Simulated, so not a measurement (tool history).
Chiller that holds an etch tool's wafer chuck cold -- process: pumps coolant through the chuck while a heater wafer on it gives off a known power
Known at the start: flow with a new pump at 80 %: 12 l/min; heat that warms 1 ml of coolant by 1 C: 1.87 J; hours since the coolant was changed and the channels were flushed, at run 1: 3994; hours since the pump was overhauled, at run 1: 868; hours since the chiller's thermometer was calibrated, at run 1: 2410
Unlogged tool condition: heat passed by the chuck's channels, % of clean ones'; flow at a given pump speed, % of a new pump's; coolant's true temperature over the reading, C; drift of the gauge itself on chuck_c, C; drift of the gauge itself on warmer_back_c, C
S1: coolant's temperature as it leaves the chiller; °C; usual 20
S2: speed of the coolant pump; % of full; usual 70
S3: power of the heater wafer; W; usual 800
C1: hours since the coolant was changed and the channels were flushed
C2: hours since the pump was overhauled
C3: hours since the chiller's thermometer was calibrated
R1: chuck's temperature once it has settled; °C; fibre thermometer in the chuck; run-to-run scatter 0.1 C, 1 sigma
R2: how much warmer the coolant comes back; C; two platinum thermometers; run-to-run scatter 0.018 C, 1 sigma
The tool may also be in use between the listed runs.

Run 1, hour 0: usual settings; C1 3994; C2 868; C3 2410. Result: R1 27.2 °C, R2 2.47 C.
Run 2, hour 17.8: usual settings but S2 73 % of full; C1 4012; C2 886; C3 2428. Result: R1 26.9 °C, R2 2.37 C.
Run 3, hour 47.7: usual settings but S1 11 °C, S2 73 % of full; C1 4042; C2 916; C3 2458. Result: R1 18.1 °C, R2 2.39 C.
Run 4, hour 74.2: usual settings but S1 11 °C, S2 73 % of full; C1 4069; C2 942; C3 2485. Result: R1 17.9 °C, R2 2.36 C.
Run 5, hour 92.6: usual settings but S3 541 W; C1 4087; C2 961; C3 2503. Result: R1 25 °C, R2 1.68 C.
Run 6, hour 109.6: usual settings but S3 541 W; C1 4104; C2 978; C3 2520. Result: R1 24.7 °C, R2 1.7 C.
Run 7, hour 138.8: usual settings but S2 100 % of full, S3 541 W; C1 4133; C2 1007; C3 2549. Result: R1 23.8 °C, R2 1.17 C.
Run 8, hour 161.8: usual settings; C1 4156; C2 1030; C3 2572. Result: R1 27.3 °C, R2 2.47 C.
Run 9, hour 185.2: usual settings; C1 4180; C2 1053; C3 2596. Result: R1 27.2 °C, R2 2.47 C.
Run 10, hour 199.3: usual settings; C1 4194; C2 1067; C3 2610. Result: R1 27.4 °C, R2 2.46 C.
Run 11, hour 227.8: usual settings; C1 4222; C2 1096; C3 2638. Result: R1 27.2 °C, R2 2.48 C.
Run 12, hour 241.2: usual settings; C1 4236; C2 1109; C3 2652. Result: R1 27.2 °C, R2 2.5 C.
Run 13, hour 270.4: usual settings; C1 4265; C2 1138; C3 2681. Result: R1 27.5 °C, R2 2.49 C.
Run 14, hour 285.5: usual settings; C1 4280; C2 1154; C3 2696. Result: R1 27.3 °C, R2 2.48 C.
Run 15, hour 304.7: usual settings; C1 4299; C2 1173; C3 2715. Result: R1 27.3 °C, R2 2.46 C.

What does the tool deliver on the next run?
Run 16, hour 329.4: usual settings; C1 4324; C2 1197; C3 2740. Result: R1 ?, R2 ?.

R1: 27.4 °C
R2: 2.51 C
Minus the tool's unlogged condition, the same run would have read R1 26.9 °C, R2 2.5 C.

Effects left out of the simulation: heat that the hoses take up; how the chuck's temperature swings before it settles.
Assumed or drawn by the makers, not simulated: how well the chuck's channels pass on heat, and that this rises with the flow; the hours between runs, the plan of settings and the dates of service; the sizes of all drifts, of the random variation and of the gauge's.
